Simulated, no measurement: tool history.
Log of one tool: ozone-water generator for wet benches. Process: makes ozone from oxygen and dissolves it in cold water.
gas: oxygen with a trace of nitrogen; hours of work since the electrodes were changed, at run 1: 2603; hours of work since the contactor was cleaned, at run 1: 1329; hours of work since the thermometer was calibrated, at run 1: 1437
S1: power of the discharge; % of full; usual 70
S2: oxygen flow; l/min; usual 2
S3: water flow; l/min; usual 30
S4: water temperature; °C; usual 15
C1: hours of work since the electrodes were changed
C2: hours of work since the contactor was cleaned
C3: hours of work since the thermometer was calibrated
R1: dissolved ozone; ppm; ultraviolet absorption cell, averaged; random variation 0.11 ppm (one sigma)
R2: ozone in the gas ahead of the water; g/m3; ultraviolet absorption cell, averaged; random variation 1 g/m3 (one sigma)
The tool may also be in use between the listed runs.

run     day   S1    S2  S3  S4    C1    C2    C3   R1     R2
  1       0   70     2  30  15  2603  1329  1437  5.6  156.2
  2   2.671   70     2  30  15  2659  1385  1493  5.6  154.2
  3   5.933   70     2  30  15  2728  1453  1561  5.5  153.1
  4   8.317   70     2  30  15  2777  1503  1611  5.6  155.7
  5  12.296   70     2  30  15  2861  1586  1695  5.6  153.7
  6    14.8   70     2  30  15  2913  1638  1747  5.5    152
  7  18.179   70     2  30  15  2984  1709  1818  5.4  151.6
  8    20.6   70  2.69  30  15  3034  1760  1868  6.3    135
  9  23.038   70  1.37  30  15  3085  1811  1919  4.4  177.9
 10  27.496   70     2  40  15  3178  1904  2012  3.8  150.5
 11  29.925   70     2  28  15  3229  1955  2063  5.7  151.1
 12  34.029   70     2  28  15  3315  2041  2149  5.8  148.6
 13  39.638   44     2  28  12  3432  2158  2266  4.7  122.9
 14  43.092   70     2  29  15  3505  2230  2339  5.4  148.4
 15  47.254  100     2  30  15  3592  2317  2426    6  170.4
 16   51.45   71  3.53  24  15  3679  2405  2513  7.9  117.2
 17  54.733   48     2  30  14  3748  2474  2582  4.4  123.8
 18  58.642   70  1.22  30  15  3830  2555  2664    4  176.5
 19  62.921   70  1.22  30  15  3919  2645  2753  4.1  178.1
     63.579  -- contactor cleaned
 20  67.342   70     2  30  10  4008    79  2842  5.5  144.3
 21  71.567   71     2  41  15  4097   167  2931  3.8  143.6
 22  76.275   70     2  30  11  4195   266  3029  5.5  141.4
 23  81.488   70  2.66  21  15  4304   375  3138  8.5  124.6
 24  85.212   70  1.99  30  10  4382   452  3216  5.4  140.3

The same runs without the tool's hidden state, with the same run-to-run variation:
The hidden state here: yield of the discharge, % of new electrodes'; contactor's efficiency, % of a clean one's; true water temperature over the reading, C; drift of the gauge itself on ozone_ppm, %; drift of the gauge itself on gas_g_m3, %.
run    R1     R2
  1   6.7  179.1
  2   6.7  177.5
  3   6.6  176.8
  4   6.7  180.3
  5   6.8  178.9
  6   6.7  177.6
  7   6.7  177.8
  8   7.8  158.7
  9   5.5  209.4
 10   4.8  178.3
 11   7.2  179.6
 12   7.3  177.6
 13   5.8  141.8
 14     7  179.2
 15     8  213.8
 16  10.3  143.3
 17   5.6  146.4
 18   5.3  217.4
 19   5.4  220.1
 20   6.9  179.3
 21   4.8  179.8
 22   6.9  177.9
 23  10.8    158
 24   6.9  178.5
